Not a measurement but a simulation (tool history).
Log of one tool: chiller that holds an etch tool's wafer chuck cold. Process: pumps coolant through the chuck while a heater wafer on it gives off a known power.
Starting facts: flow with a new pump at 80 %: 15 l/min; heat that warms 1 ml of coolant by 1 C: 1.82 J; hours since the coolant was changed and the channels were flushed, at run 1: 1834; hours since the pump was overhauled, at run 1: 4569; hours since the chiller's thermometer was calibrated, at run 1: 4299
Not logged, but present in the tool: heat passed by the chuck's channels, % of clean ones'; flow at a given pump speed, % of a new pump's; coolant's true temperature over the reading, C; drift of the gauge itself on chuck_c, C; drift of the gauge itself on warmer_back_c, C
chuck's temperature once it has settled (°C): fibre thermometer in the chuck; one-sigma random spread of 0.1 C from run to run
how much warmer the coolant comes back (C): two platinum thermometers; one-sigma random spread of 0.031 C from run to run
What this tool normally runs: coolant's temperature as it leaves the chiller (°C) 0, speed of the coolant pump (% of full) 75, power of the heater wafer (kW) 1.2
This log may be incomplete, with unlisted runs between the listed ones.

run,hour,coolant's temperature as it leaves the chiller (°C),speed of the coolant pump (% of full),power of the heater wafer (kW),hours since the coolant was changed and the channels were flushed,hours since the pump was overhauled,hours since the chiller's thermometer was calibrated,chuck's temperature once it has settled (°C),how much warmer the coolant comes back (C)
1,0,0,75,1.2,1834,4569,4299,8.7,3.11
2,175.5,0,75,0.877,2009,4744,4475,6.2,2.24
3,278.6,0,75,1.068,2112,4847,4578,7.6,2.79
4,366.6,0,75,1.068,2200,4935,4666,7.7,2.79
5,461.2,0,75,1.068,2295,5030,4760,7.6,2.82
6,612.5,0,75,1.068,2446,5181,4912,7.9,2.73
7,734.2,0,75,1.398,2568,5303,5033,10.5,3.65
8,870,0,75,1.2,2704,5439,5169,8.9,3.18
9,982.2,0,75,1.2,2816,5551,5281,9,3.15
10,1058.9,0,75,1.2,2893,5628,5358,9,3.2
# hour 1134.7: coolant pump overhauled
11,1233.2,0,75,1.2,3062,99,5527,8.3,2.82
12,1342,0,75,1.302,3171,207,5636,9.1,3.09
13,1503.9,0,75,1.302,3333,369,5798,9,3.06
14,1636.3,0,75,1.2,3465,502,5931,8.4,2.84
# hour 1674.2: chiller's thermometer calibrated
15,1810.1,0,75,1.2,3638,674,136,9.1,2.88
16,1889.4,0,75,1.2,3717,754,215,9.3,2.89
17,2014.3,-2,70,1.68,3842,879,340,11.7,4.37
18,2084.9,-2,70,1.68,3913,949,411,11.8,4.32
19,2247.6,-2,87,1.68,4075,1112,573,9.7,3.48
20,2324.4,3,71,1.68,4152,1189,650,16.7,4.29
# hour 2389.6: coolant changed, channels flushed
21,2440.5,9,80,1.525,51,1299,760,19.1,3.48

Run 22 has not been measured yet. What should we expect?
22,2607.6,3,75,1.086,218,1466,927,?,?

Run 22 yielded chuck's temperature once it has settled (°C) 10.6, how much warmer the coolant comes back (C) 2.63.
The same run, on a tool lacking any hidden state, would have yielded chuck's temperature once it has settled (°C) 10.5, how much warmer the coolant comes back (C) 2.55.
